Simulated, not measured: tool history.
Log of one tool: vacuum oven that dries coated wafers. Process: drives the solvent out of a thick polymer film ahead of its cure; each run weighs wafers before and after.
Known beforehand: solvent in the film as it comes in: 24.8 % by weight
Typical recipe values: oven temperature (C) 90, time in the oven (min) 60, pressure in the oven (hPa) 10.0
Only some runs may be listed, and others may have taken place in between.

run     day  oven temperature (C)  time in the oven (min)  pressure in the oven (hPa)  solvent left in the film (%)
  1   0.000                    90                      60                        10.0                          1.94
  2   1.533                    90                      32                        10.0                          5.23
  3   2.850                    90                      32                        10.0                          5.28
  4   3.658                    90                      60                        10.0                          1.82
  5   5.354                    90                      60                        10.0                          1.83
  6   6.200                    90                      60                        10.0                          1.82
  7   7.212                    90                      60                        10.0                          1.83
  8   8.829                    90                      60                        10.0                          1.95
  9   9.538                    90                      60                        10.0                          1.90
 10  11.133                    83                      60                        10.0                          4.24
 11  12.188                    90                      60                        10.0                          1.92
 12  13.167                    90                      60                        16.0                          2.12
 13  14.517                    92                      58                        17.1                          1.87
 14  16.146                    92                      58                        17.1                          1.90
 15  17.692                    99                      61                         7.7                          0.65
 16  18.800                    99                      61                         7.7                          0.46
 17  20.296                    96                      58                         6.5                          0.87
 18  21.721                   103                      60                        13.7                          0.46
 19  23.221                    93                      60                        10.0                          1.31
 20  24.754                    93                      60                        10.0                          1.35
 21  25.829                    93                      60                        10.0                          1.43
 22  26.842                    93                      60                        10.0                          1.39
 23  28.175                    95                      52                        10.0                          1.53

For some of the steps in solvent left in the film (%) from one run to the next: how much would appear even if the tool had no hidden state, given the settings, what came in and random variation, and how much remains for the hidden state plus any gauge scatter that the measured result and the result without hidden state don't share?
Unlogged tool condition in this case: true wafer temperature over the reading, C; true pressure over the reading, kPa; drift of the gauge itself on solvent_pct, %.
Run 1 -> 2: time in the oven (min) 60 -> 32. solvent left in the film (%) +3.29: hidden state +0.17, all else +3.12.
Run 3 -> 4: time in the oven (min) 32 -> 60. solvent left in the film (%) -3.46: hidden state -0.15, all else -3.31.
Run 9 -> 10: oven temperature (C) 90 -> 83. solvent left in the film (%) +2.34: hidden state +0.19, all else +2.15.
Run 18 -> 19: oven temperature (C) 103 -> 93, pressure in the oven (hPa) 13.7 -> 10.0. solvent left in the film (%) +0.85: hidden state +0.21, all else +0.64.
